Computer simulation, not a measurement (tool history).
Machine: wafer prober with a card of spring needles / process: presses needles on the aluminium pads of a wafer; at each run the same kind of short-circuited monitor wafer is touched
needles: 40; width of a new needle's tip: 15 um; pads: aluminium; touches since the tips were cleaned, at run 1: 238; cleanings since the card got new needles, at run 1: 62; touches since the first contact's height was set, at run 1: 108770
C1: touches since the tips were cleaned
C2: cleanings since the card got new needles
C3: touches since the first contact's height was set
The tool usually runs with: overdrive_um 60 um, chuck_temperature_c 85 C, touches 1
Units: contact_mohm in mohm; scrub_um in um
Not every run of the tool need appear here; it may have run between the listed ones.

run 1 hour=0.0 | overdrive_um=60 chuck_temperature_c=85 touches=1 | C1=238 C2=62 C3=108770 | contact_mohm=139 scrub_um=10.24
-- hour=3.8 height of the first contact set anew
-- hour=14.5 tips cleaned on abrasive film
-- hour=28.7 tips cleaned on abrasive film
-- hour=42.9 tips cleaned on abrasive film
-- hour=60.6 tips cleaned on abrasive film
-- hour=74.8 tips cleaned on abrasive film
run 2 hour=86.0 | overdrive_um=60 chuck_temperature_c=85 touches=1 | C1=3895 C2=67 C3=28285 | contact_mohm=136 scrub_um=10.25
-- hour=89.6 tips cleaned on abrasive film
-- hour=103.8 tips cleaned on abrasive film
-- hour=121.5 tips cleaned on abrasive film
-- hour=139.3 tips cleaned on abrasive film
run 3 hour=139.6 | overdrive_um=60 chuck_temperature_c=85 touches=1 | C1=117 C2=71 C3=46692 | contact_mohm=139 scrub_um=10.25
-- hour=153.8 tips cleaned on abrasive film
-- hour=168.0 tips cleaned on abrasive film
-- hour=182.2 tips cleaned on abrasive film
-- hour=199.9 tips cleaned on abrasive film
-- hour=214.1 tips cleaned on abrasive film
run 4 hour=227.5 | overdrive_um=60 chuck_temperature_c=27 touches=1 | C1=4637 C2=76 C3=76938 | contact_mohm=127 scrub_um=10.22
-- hour=231.1 tips cleaned on abrasive film
-- hour=245.3 tips cleaned on abrasive film
-- hour=259.5 tips cleaned on abrasive film
-- hour=273.6 tips cleaned on abrasive film
-- hour=287.8 tips cleaned on abrasive film
run 5 hour=294.1 | overdrive_um=60 chuck_temperature_c=27 touches=1 | C1=2167 C2=81 C3=99836 | contact_mohm=126 scrub_um=10.20
-- hour=304.8 tips cleaned on abrasive film
-- hour=322.5 tips cleaned on abrasive film
-- hour=322.8 height of the first contact set anew
-- hour=337.0 tips cleaned on abrasive film
-- hour=354.7 tips cleaned on abrasive film
-- hour=372.4 tips cleaned on abrasive film
run 6 hour=382.0 | overdrive_um=60 chuck_temperature_c=27 touches=1 | C1=3319 C2=86 C3=20392 | contact_mohm=128 scrub_um=10.23
-- hour=389.1 tips cleaned on abrasive film
-- hour=403.3 tips cleaned on abrasive film
-- hour=417.5 tips cleaned on abrasive film
-- hour=431.7 tips cleaned on abrasive film
-- hour=445.9 tips cleaned on abrasive film
run 7 hour=454.8 | overdrive_um=60 chuck_temperature_c=27 touches=1 | C1=3102 C2=91 C3=45445 | contact_mohm=126 scrub_um=10.20
-- hour=462.0 tips cleaned on abrasive film
-- hour=476.2 tips cleaned on abrasive film
-- hour=490.4 tips cleaned on abrasive film
-- hour=508.1 tips cleaned on abrasive film
-- hour=525.8 tips cleaned on abrasive film
-- hour=542.2 tips cleaned on abrasive film
run 8 hour=542.2 | overdrive_um=60 chuck_temperature_c=85 touches=1 | C1=0 C2=97 C3=75478 | contact_mohm=137 scrub_um=10.20
-- hour=556.4 tips cleaned on abrasive film
-- hour=574.1 tips cleaned on abrasive film
-- hour=588.3 tips cleaned on abrasive film
run 9 hour=598.3 | overdrive_um=60 chuck_temperature_c=85 touches=1 | C1=3463 C2=100 C3=94794 | contact_mohm=139 scrub_um=10.16
-- hour=605.4 tips cleaned on abrasive film
-- hour=619.6 tips cleaned on abrasive film
-- hour=633.8 tips cleaned on abrasive film
-- hour=641.2 height of the first contact set anew
run 10 hour=647.3 | overdrive_um=60 chuck_temperature_c=85 touches=2 | C1=4569 C2=103 C3=2131 | contact_mohm=141 scrub_um=10.19
-- hour=650.9 tips cleaned on abrasive film
-- hour=668.7 tips cleaned on abrasive film
-- hour=686.4 tips cleaned on abrasive film
-- hour=704.1 tips cleaned on abrasive film
run 11 hour=712.3 | overdrive_um=60 chuck_temperature_c=40 touches=1 | C1=2832 C2=107 C3=24474 | contact_mohm=131 scrub_um=10.15
-- hour=719.4 tips cleaned on abrasive film
-- hour=737.1 tips cleaned on abrasive film
-- hour=751.3 tips cleaned on abrasive film
-- hour=769.0 tips cleaned on abrasive film
-- hour=783.2 tips cleaned on abrasive film
run 12 hour=790.3 | overdrive_um=60 chuck_temperature_c=61 touches=1 | C1=2441 C2=112 C3=51307 | contact_mohm=135 scrub_um=10.17
-- hour=797.9 tips cleaned on abrasive film
-- hour=812.1 tips cleaned on abrasive film
-- hour=826.9 tips cleaned on abrasive film
run 13 hour=826.9 | overdrive_um=73 chuck_temperature_c=85 touches=1 | C1=0 C2=115 C3=63875 | contact_mohm=133 scrub_um=12.36
-- hour=844.6 tips cleaned on abrasive film
-- hour=858.8 tips cleaned on abrasive film
-- hour=872.9 tips cleaned on abrasive film
run 14 hour=879.3 | overdrive_um=73 chuck_temperature_c=85 touches=1 | C1=2202 C2=118 C3=81925 | contact_mohm=134 scrub_um=12.34
-- hour=890.0 tips cleaned on abrasive film
-- hour=904.2 tips cleaned on abrasive film
-- hour=918.4 tips cleaned on abrasive film
-- hour=936.1 tips cleaned on abrasive film
-- hour=953.8 tips cleaned on abrasive film
-- hour=961.1 height of the first contact set anew
run 15 hour=962.2 | overdrive_um=73 chuck_temperature_c=85 touches=1 | C1=2798 C2=123 C3=360 | contact_mohm=136 scrub_um=12.38
-- hour=969.3 tips cleaned on abrasive film
-- hour=983.5 tips cleaned on abrasive film
-- hour=997.7 tips cleaned on abrasive film
-- hour=1011.9 tips cleaned on abrasive film
-- hour=1026.1 tips cleaned on abrasive film
run 16 hour=1037.4 | overdrive_um=46 chuck_temperature_c=85 touches=2 | C1=3919 C2=128 C3=26227 | contact_mohm=139 scrub_um=7.81
-- hour=1041.0 tips cleaned on abrasive film
-- hour=1055.2 tips cleaned on abrasive film
-- hour=1072.9 tips cleaned on abrasive film
-- hour=1087.1 tips cleaned on abrasive film
-- hour=1101.3 tips cleaned on abrasive film
-- hour=1119.0 tips cleaned on abrasive film
run 17 hour=1120.0 | overdrive_um=75 chuck_temperature_c=34 touches=1 | C1=365 C2=134 C3=54637 | contact_mohm=124 scrub_um=12.65
-- hour=1134.2 tips cleaned on abrasive film
-- hour=1148.4 tips cleaned on abrasive film
-- hour=1166.1 tips cleaned on abrasive film
-- hour=1183.9 tips cleaned on abrasive film
-- hour=1201.6 tips cleaned on abrasive film
run 18 hour=1204.3 | overdrive_um=63 chuck_temperature_c=85 touches=1 | C1=947 C2=139 C3=83633 | contact_mohm=134 scrub_um=10.64
-- hour=1218.5 tips cleaned on abrasive film
-- hour=1236.2 tips cleaned on abrasive film
-- hour=1250.4 tips cleaned on abrasive film
-- hour=1268.1 tips cleaned on abrasive film
-- hour=1279.0 height of the first contact set anew
-- hour=1282.6 tips cleaned on abrasive film
run 19 hour=1290.7 | overdrive_um=63 chuck_temperature_c=85 touches=1 | C1=2801 C2=144 C3=4021 | contact_mohm=136 scrub_um=10.67
-- hour=1297.8 tips cleaned on abrasive film
-- hour=1315.5 tips cleaned on abrasive film
-- hour=1333.3 tips cleaned on abrasive film
-- hour=1347.4 tips cleaned on abrasive film
-- hour=1365.2 tips cleaned on abrasive film
run 20 hour=1369.3 | overdrive_um=63 chuck_temperature_c=86 touches=1 | C1=1419 C2=149 C3=31048 | contact_mohm=136 scrub_um=10.60
-- hour=1379.9 tips cleaned on abrasive film
-- hour=1397.6 tips cleaned on abrasive film
-- hour=1411.8 tips cleaned on abrasive film
run 21 hour=1424.8 | overdrive_um=63 chuck_temperature_c=85 touches=2 | C1=4479 C2=152 C3=50160 | contact_mohm=136 scrub_um=10.67
-- hour=1428.4 tips cleaned on abrasive film
-- hour=1442.6 tips cleaned on abrasive film
-- hour=1456.8 tips cleaned on abrasive film
-- hour=1474.5 tips cleaned on abrasive film
-- hour=1492.2 tips cleaned on abrasive film
-- hour=1506.6 tips cleaned on abrasive film
run 22 hour=1506.6 | overdrive_um=46 chuck_temperature_c=30 touches=3 | C1=0 C2=158 C3=78288 | contact_mohm=136 scrub_um=7.72
-- hour=1520.8 tips cleaned on abrasive film
-- hour=1535.0 tips cleaned on abrasive film
-- hour=1549.2 tips cleaned on abrasive film
run 23 hour=1555.0 | overdrive_um=64 chuck_temperature_c=28 touches=1 | C1=2008 C2=161 C3=94931 | contact_mohm=129 scrub_um=10.77
-- hour=1565.6 tips cleaned on abrasive film
-- hour=1579.8 tips cleaned on abrasive film
-- hour=1597.6 tips cleaned on abrasive film
-- hour=1597.9 height of the first contact set anew
run 24 hour=1603.9 | overdrive_um=64 chuck_temperature_c=28 touches=1 | C1=2089 C2=164 C3=2089 | contact_mohm=127 scrub_um=10.80
-- hour=1614.6 tips cleaned on abrasive film
-- hour=1632.3 tips cleaned on abrasive film
-- hour=1646.5 tips cleaned on abrasive film
run 25 hour=1653.5 | overdrive_um=64 chuck_temperature_c=28 touches=1 | C1=2438 C2=167 C3=19161 | contact_mohm=127 scrub_um=10.77

Branching from run 25: 4 alternative next runs. What would each branch give?
-- hour=1664.2 tips cleaned on abrasive film
-- hour=1681.9 tips cleaned on abrasive film
-- hour=1696.1 tips cleaned on abrasive film
-- hour=1710.3 tips cleaned on abrasive film
-- hour=1728.0 tips cleaned on abrasive film
run A hour=1734.0 | overdrive_um=58 chuck_temperature_c=85 touches=1 | C1=2081 C2=172 C3=46851 | contact_mohm=? scrub_um=?
-- hour=1664.2 tips cleaned on abrasive film
-- hour=1681.9 tips cleaned on abrasive film
-- hour=1696.1 tips cleaned on abrasive film
-- hour=1710.3 tips cleaned on abrasive film
-- hour=1728.0 tips cleaned on abrasive film
run B hour=1734.0 | overdrive_um=60 chuck_temperature_c=37 touches=1 | C1=2081 C2=172 C3=46851 | contact_mohm=? scrub_um=?
-- hour=1664.2 tips cleaned on abrasive film
-- hour=1681.9 tips cleaned on abrasive film
-- hour=1696.1 tips cleaned on abrasive film
-- hour=1710.3 tips cleaned on abrasive film
-- hour=1728.0 tips cleaned on abrasive film
run C hour=1734.0 | overdrive_um=41 chuck_temperature_c=35 touches=1 | C1=2081 C2=172 C3=46851 | contact_mohm=? scrub_um=?
-- hour=1664.2 tips cleaned on abrasive film
-- hour=1681.9 tips cleaned on abrasive film
-- hour=1696.1 tips cleaned on abrasive film
-- hour=1710.3 tips cleaned on abrasive film
-- hour=1728.0 tips cleaned on abrasive film
run D hour=1734.0 | overdrive_um=64 chuck_temperature_c=97 touches=2 | C1=2081 C2=172 C3=46851 | contact_mohm=? scrub_um=?

run=A contact_mohm=137 scrub_um=9.74
run=B contact_mohm=128 scrub_um=10.09
run=C contact_mohm=137 scrub_um=6.91
run=D contact_mohm=139 scrub_um=10.78
Stripped of hidden state, with their random variation kept, the same runs would have yielded:
run=A contact_mohm=137 scrub_um=9.87
run=B contact_mohm=128 scrub_um=10.22
run=C contact_mohm=136 scrub_um=7.00
run=D contact_mohm=139 scrub_um=10.92
